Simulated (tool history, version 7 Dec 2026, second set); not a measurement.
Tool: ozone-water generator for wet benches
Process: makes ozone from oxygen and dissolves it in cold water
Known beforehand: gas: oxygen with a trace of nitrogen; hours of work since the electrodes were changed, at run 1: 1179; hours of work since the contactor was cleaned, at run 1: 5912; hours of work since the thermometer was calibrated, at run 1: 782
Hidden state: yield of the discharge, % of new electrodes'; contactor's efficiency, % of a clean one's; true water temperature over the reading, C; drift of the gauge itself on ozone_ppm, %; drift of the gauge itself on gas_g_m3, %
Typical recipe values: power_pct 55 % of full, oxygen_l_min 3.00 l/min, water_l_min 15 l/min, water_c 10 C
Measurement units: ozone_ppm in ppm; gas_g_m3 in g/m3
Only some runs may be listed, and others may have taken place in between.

run,day,power_pct,oxygen_l_min,water_l_min,water_c,hours of work since the electrodes were changed,hours of work since the contactor was cleaned,hours of work since the thermometer was calibrated,ozone_ppm,gas_g_m3
1,0.000,55,3.00,15,10,1179,5912,782,23.3,217.6
2,2.504,55,3.00,15,10,1230,5962,832,23.5,217.8
3,3.688,78,3.00,15,10,1254,5986,856,30.4,281.7
4,5.250,69,3.00,15,10,1285,6018,888,27.8,258.9
5,7.338,69,3.00,15,10,1327,6060,930,28.2,261.3
6,9.958,55,3.00,11,10,1380,6113,983,30.7,218.5
7,12.342,55,3.00,11,10,1428,6161,1031,30.7,216.4
8,14.404,44,3.00,15,10,1470,6203,1073,19.7,184.4
9,16.779,55,3.00,15,10,1518,6251,1121,23.4,216.9
10,19.304,55,3.00,15,10,1569,6302,1172,23.3,219.4
11,21.058,58,3.00,15,10,1604,6337,1207,24.3,227.5
12,22.221,58,3.00,15,5,1628,6360,1231,25.5,226.7
13,24.025,55,3.00,15,10,1664,6397,1267,23.5,218.8
# day 25.646: contactor cleaned
14,26.200,55,3.00,15,17,1705,11,1308,21.7,217.7
15,27.567,55,3.00,15,17,1732,39,1335,21.8,218.1
16,29.950,55,3.00,15,17,1781,87,1383,21.7,217.8
17,32.475,55,1.72,15,10,1832,138,1434,22.1,307.2
18,33.821,55,2.60,15,8,1859,165,1462,23.6,239.9
19,36.262,82,1.82,12,10,1908,214,1511,37.7,403.6
20,38.796,82,1.82,16,10,1959,266,1562,28.0,403.0
21,40.721,62,1.82,16,10,1998,304,1601,22.8,325.6
22,43.067,55,2.54,14,10,2045,352,1648,24.3,241.9
23,45.242,72,1.67,12,12,2089,396,1692,33.0,386.1
24,47.233,85,5.29,15,10,2130,436,1732,32.3,212.6
25,48.542,78,3.39,15,17,2156,462,1759,28.3,261.9
26,50.188,55,3.00,15,15,2189,496,1792,22.1,217.8
27,51.617,71,3.00,15,6,2218,524,1821,29.6,260.9
28,53.500,64,1.83,20,11,2256,562,1859,18.2,332.2
29,55.283,47,3.00,15,16,2292,598,1895,19.4,193.9
30,57.146,47,3.00,15,16,2330,636,1933,19.6,193.6
31,59.467,47,3.00,15,16,2377,683,1979,19.1,193.8

What will run 32 give?
32,60.650,55,5.01,15,10,2401,707,2003,?,?

Run 32 gave ozone_ppm 22.9 ppm, gas_g_m3 158.8 g/m3.
Minus the tool's unlogged condition, the same run would have read ozone_ppm 22.9 ppm, gas_g_m3 158.9 g/m3.
